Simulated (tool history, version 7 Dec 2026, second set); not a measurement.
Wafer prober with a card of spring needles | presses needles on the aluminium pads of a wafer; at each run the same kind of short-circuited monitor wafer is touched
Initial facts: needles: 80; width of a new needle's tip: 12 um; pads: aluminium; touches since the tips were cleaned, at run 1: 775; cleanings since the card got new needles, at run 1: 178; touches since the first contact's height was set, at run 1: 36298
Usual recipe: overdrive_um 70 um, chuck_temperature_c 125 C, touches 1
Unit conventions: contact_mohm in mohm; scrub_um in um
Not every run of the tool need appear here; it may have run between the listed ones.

run	day	overdrive_um	chuck_temperature_c	touches	touches since the tips were cleaned	cleanings since the card got new needles	touches since the first contact's height was set	contact_mohm	scrub_um
1	0	70	125	1	775	178	36298	210	16.17
# day 0.088: tips cleaned on abrasive film
# day 0.225: tips cleaned on abrasive film
# day 0.338: tips cleaned on abrasive film
2	0.396	70	125	1	1030	181	43249	210	16.06
# day 0.454: tips cleaned on abrasive film
# day 0.592: tips cleaned on abrasive film
# day 0.704: tips cleaned on abrasive film
# day 0.842: tips cleaned on abrasive film
3	0.858	52	125	1	303	185	51425	222	12.02
# day 0.971: tips cleaned on abrasive film
# day 1.083: tips cleaned on abrasive film
# day 1.196: tips cleaned on abrasive film
# day 1.333: tips cleaned on abrasive film
# day 1.475: tips cleaned on abrasive film
4	1.483	70	27	1	208	190	62446	187	16.26
# day 1.596: tips cleaned on abrasive film
# day 1.738: tips cleaned on abrasive film
# day 1.85: tips cleaned on abrasive film
# day 1.988: tips cleaned on abrasive film
5	2.079	70	27	1	1670	194	72989	190	15.93
# day 2.112: tips cleaned on abrasive film
# day 2.25: tips cleaned on abrasive film
# day 2.392: tips cleaned on abrasive film
6	2.488	70	27	1	1724	197	80140	187	16.25
# day 2.517: tips cleaned on abrasive film
# day 2.658: tips cleaned on abrasive film
# day 2.796: tips cleaned on abrasive film
# day 2.908: tips cleaned on abrasive film
7	2.908	70	125	1	31	201	87544	209	16.01
# day 3.021: tips cleaned on abrasive film
# day 3.162: tips cleaned on abrasive film
8	3.175	70	125	1	266	203	92243	212	16.09
# day 3.288: tips cleaned on abrasive film
# day 3.429: tips cleaned on abrasive film
9	3.483	70	125	1	1027	205	97709	212	16.09
# day 3.542: tips cleaned on abrasive film
# day 3.679: tips cleaned on abrasive film
# day 3.792: tips cleaned on abrasive film
# day 3.929: tips cleaned on abrasive film
# day 4.042: tips cleaned on abrasive film
10	4.054	70	125	1	222	210	107738	212	16.44
# day 4.167: tips cleaned on abrasive film
# day 4.304: tips cleaned on abrasive film
11	4.408	70	125	1	1856	212	113998	211	16.11
# day 4.438: tips cleaned on abrasive film
# day 4.55: tips cleaned on abrasive film
# day 4.662: tips cleaned on abrasive film
# day 4.8: tips cleaned on abrasive film
12	4.804	70	89	1	42	216	120926	203	16.34
# day 4.917: tips cleaned on abrasive film
# day 5.029: tips cleaned on abrasive film
13	5.071	70	89	1	734	218	125603	203	16.12
# day 5.154: tips cleaned on abrasive film
# day 5.292: tips cleaned on abrasive film
# day 5.433: tips cleaned on abrasive film
# day 5.571: tips cleaned on abrasive film
14	5.612	70	89	1	727	222	135169	198	15.85
# day 5.696: tips cleaned on abrasive film
# day 5.833: tips cleaned on abrasive film
# day 5.946: tips cleaned on abrasive film
15	5.958	82	125	2	209	225	141263	206	18.9
# day 6.071: tips cleaned on abrasive film
# day 6.208: tips cleaned on abrasive film
16	6.25	64	30	2	744	227	146427	189	14.56
# day 6.333: tips cleaned on abrasive film
# day 6.475: tips cleaned on abrasive film
# day 6.588: tips cleaned on abrasive film
# day 6.725: tips cleaned on abrasive film
# day 6.867: tips cleaned on abrasive film
17	6.883	56	125	1	316	232	157582	216	12.65
# day 6.996: tips cleaned on abrasive film
# day 7.108: tips cleaned on abrasive film
18	7.158	69	44	1	931	234	162431	192	15.99
# day 7.242: tips cleaned on abrasive film
# day 7.383: tips cleaned on abrasive film
# day 7.521: tips cleaned on abrasive film
# day 7.662: tips cleaned on abrasive film
19	7.7	69	45	2	686	238	171986	198	16.16
# day 7.783: tips cleaned on abrasive film
# day 7.896: tips cleaned on abrasive film
# day 8.038: tips cleaned on abrasive film
20	8.083	69	45	2	865	241	178770	193	15.97
# day 8.171: tips cleaned on abrasive film
# day 8.308: tips cleaned on abrasive film
# day 8.321: height of the first contact set anew
# day 8.458: tips cleaned on abrasive film
# day 8.596: tips cleaned on abrasive film
21	8.596	67	82	2	0	245	4875	203	15.6
# day 8.738: tips cleaned on abrasive film
# day 8.85: tips cleaned on abrasive film
# day 8.988: tips cleaned on abrasive film
# day 9.104: tips cleaned on abrasive film
22	9.104	74	101	1	0	249	13844	206	17.09
# day 9.246: tips cleaned on abrasive film
# day 9.383: tips cleaned on abrasive film
# day 9.496: tips cleaned on abrasive film
# day 9.638: tips cleaned on abrasive film
23	9.729	81	99	1	1709	253	24904	205	18.9
# day 9.762: tips cleaned on abrasive film
# day 9.9: tips cleaned on abrasive film
# day 10.042: tips cleaned on abrasive film
24	10.062	60	59	2	446	256	30769	199	13.76
# day 10.175: tips cleaned on abrasive film
# day 10.317: tips cleaned on abrasive film
# day 10.454: tips cleaned on abrasive film
25	10.512	64	41	2	1084	259	38732	194	14.85
# day 10.571: tips cleaned on abrasive film
# day 10.683: tips cleaned on abrasive film
# day 10.825: tips cleaned on abrasive film
# day 10.962: tips cleaned on abrasive film
# day 11.104: tips cleaned on abrasive film
26	11.117	60	41	3	232	264	49316	194	13.81
# day 11.229: tips cleaned on abrasive film
# day 11.367: tips cleaned on abrasive film
# day 11.479: tips cleaned on abrasive film
# day 11.621: tips cleaned on abrasive film
# day 11.742: tips cleaned on abrasive film
27	11.742	60	96	1	0	269	60312	207	13.97
# day 11.854: tips cleaned on abrasive film
# day 11.967: tips cleaned on abrasive film
# day 12.096: tips cleaned on abrasive film
28	12.096	60	30	1	0	272	66530	196	13.92

How the hidden state differs across the entries between the runs, from the last listed run before each to the first after it:
Between runs 1 and 2: tips cleaned on abrasive film (day 0.088); tips cleaned on abrasive film (day 0.225); tips cleaned on abrasive film (day 0.338)
  no hidden state differs between the two runs
Between runs 2 and 3: tips cleaned on abrasive film (day 0.454); tips cleaned on abrasive film (day 0.592); tips cleaned on abrasive film (day 0.704); tips cleaned on abrasive film (day 0.842)
  debris on the tips, nm: 0.2 -> 0.1; tips' diameter, um: 12.06 -> 12.07
Between runs 3 and 4: tips cleaned on abrasive film (day 0.971); tips cleaned on abrasive film (day 1.083); tips cleaned on abrasive film (day 1.196); tips cleaned on abrasive film (day 1.333); tips cleaned on abrasive film (day 1.475)
  way that the needles fall short of the set height, um: 0.02 -> 0.03
Between runs 4 and 5: tips cleaned on abrasive film (day 1.596); tips cleaned on abrasive film (day 1.738); tips cleaned on abrasive film (day 1.85); tips cleaned on abrasive film (day 1.988)
  debris on the tips, nm: 0.1 -> 0.3
Between runs 5 and 6: tips cleaned on abrasive film (day 2.112); tips cleaned on abrasive film (day 2.25); tips cleaned on abrasive film (day 2.392)
  debris on the tips, nm: 0.3 -> 0.4; way that the needles fall short of the set height, um: 0.03 -> 0.04
Between runs 6 and 7: tips cleaned on abrasive film (day 2.517); tips cleaned on abrasive film (day 2.658); tips cleaned on abrasive film (day 2.796); tips cleaned on abrasive film (day 2.908)
  debris on the tips, nm: 0.4 -> 0
Between runs 7 and 8: tips cleaned on abrasive film (day 3.021); tips cleaned on abrasive film (day 3.162)
  debris on the tips, nm: 0 -> 0.1
Between runs 8 and 9: tips cleaned on abrasive film (day 3.288); tips cleaned on abrasive film (day 3.429)
  debris on the tips, nm: 0.1 -> 0.2
Between runs 9 and 10: tips cleaned on abrasive film (day 3.542); tips cleaned on abrasive film (day 3.679); tips cleaned on abrasive film (day 3.792); tips cleaned on abrasive film (day 3.929); tips cleaned on abrasive film (day 4.042)
  debris on the tips, nm: 0.2 -> 0.1; way that the needles fall short of the set height, um: 0.04 -> 0.05; tips' diameter, um: 12.07 -> 12.08
Between runs 10 and 11: tips cleaned on abrasive film (day 4.167); tips cleaned on abrasive film (day 4.304)
  debris on the tips, nm: 0.1 -> 0.4
Between runs 11 and 12: tips cleaned on abrasive film (day 4.438); tips cleaned on abrasive film (day 4.55); tips cleaned on abrasive film (day 4.662); tips cleaned on abrasive film (day 4.8)
  debris on the tips, nm: 0.4 -> 0; way that the needles fall short of the set height, um: 0.05 -> 0.06
Between runs 12 and 13: tips cleaned on abrasive film (day 4.917); tips cleaned on abrasive film (day 5.029)
  debris on the tips, nm: 0 -> 0.2
Between runs 13 and 14: tips cleaned on abrasive film (day 5.154); tips cleaned on abrasive film (day 5.292); tips cleaned on abrasive film (day 5.433); tips cleaned on abrasive film (day 5.571)
  no hidden state differs between the two runs
Between runs 14 and 15: tips cleaned on abrasive film (day 5.696); tips cleaned on abrasive film (day 5.833); tips cleaned on abrasive film (day 5.946)
  debris on the tips, nm: 0.2 -> 0.1
Between runs 15 and 16: tips cleaned on abrasive film (day 6.071); tips cleaned on abrasive film (day 6.208)
  debris on the tips, nm: 0.1 -> 0.2; way that the needles fall short of the set height, um: 0.06 -> 0.07
Between runs 16 and 17: tips cleaned on abrasive film (day 6.333); tips cleaned on abrasive film (day 6.475); tips cleaned on abrasive film (day 6.588); tips cleaned on abrasive film (day 6.725); tips cleaned on abrasive film (day 6.867)
  debris on the tips, nm: 0.2 -> 0.1
Between runs 17 and 18: tips cleaned on abrasive film (day 6.996); tips cleaned on abrasive film (day 7.108)
  debris on the tips, nm: 0.1 -> 0.2
Between runs 18 and 19: tips cleaned on abrasive film (day 7.242); tips cleaned on abrasive film (day 7.383); tips cleaned on abrasive film (day 7.521); tips cleaned on abrasive film (day 7.662)
  way that the needles fall short of the set height, um: 0.07 -> 0.08
Between runs 19 and 20: tips cleaned on abrasive film (day 7.783); tips cleaned on abrasive film (day 7.896); tips cleaned on abrasive film (day 8.038)
  tips' diameter, um: 12.08 -> 12.09
Between runs 20 and 21: tips cleaned on abrasive film (day 8.171); tips cleaned on abrasive film (day 8.308); height of the first contact set anew (day 8.321); tips cleaned on abrasive film (day 8.458); tips cleaned on abrasive film (day 8.596)
  debris on the tips, nm: 0.2 -> 0; way that the needles fall short of the set height, um: 0.08 -> 0
Between runs 21 and 22: tips cleaned on abrasive film (day 8.738); tips cleaned on abrasive film (day 8.85); tips cleaned on abrasive film (day 8.988); tips cleaned on abrasive film (day 9.104)
  way that the needles fall short of the set height, um: 0 -> 0.01
Between runs 22 and 23: tips cleaned on abrasive film (day 9.246); tips cleaned on abrasive film (day 9.383); tips cleaned on abrasive film (day 9.496); tips cleaned on abrasive film (day 9.638)
  debris on the tips, nm: 0 -> 0.4
Between runs 23 and 24: tips cleaned on abrasive film (day 9.762); tips cleaned on abrasive film (day 9.9); tips cleaned on abrasive film (day 10.042)
  debris on the tips, nm: 0.4 -> 0.1
Between runs 24 and 25: tips cleaned on abrasive film (day 10.175); tips cleaned on abrasive film (day 10.317); tips cleaned on abrasive film (day 10.454)
  debris on the tips, nm: 0.1 -> 0.2; way that the needles fall short of the set height, um: 0.01 -> 0.02
Between runs 25 and 26: tips cleaned on abrasive film (day 10.571); tips cleaned on abrasive film (day 10.683); tips cleaned on abrasive film (day 10.825); tips cleaned on abrasive film (day 10.962); tips cleaned on abrasive film (day 11.104)
  debris on the tips, nm: 0.2 -> 0.1
Between runs 26 and 27: tips cleaned on abrasive film (day 11.229); tips cleaned on abrasive film (day 11.367); tips cleaned on abrasive film (day 11.479); tips cleaned on abrasive film (day 11.621); tips cleaned on abrasive film (day 11.742)
  debris on the tips, nm: 0.1 -> 0; way that the needles fall short of the set height, um: 0.02 -> 0.03; tips' diameter, um: 12.09 -> 12.1
Between runs 27 and 28: tips cleaned on abrasive film (day 11.854); tips cleaned on abrasive film (day 11.967); tips cleaned on abrasive film (day 12.096)
  no hidden state differs between the two runs
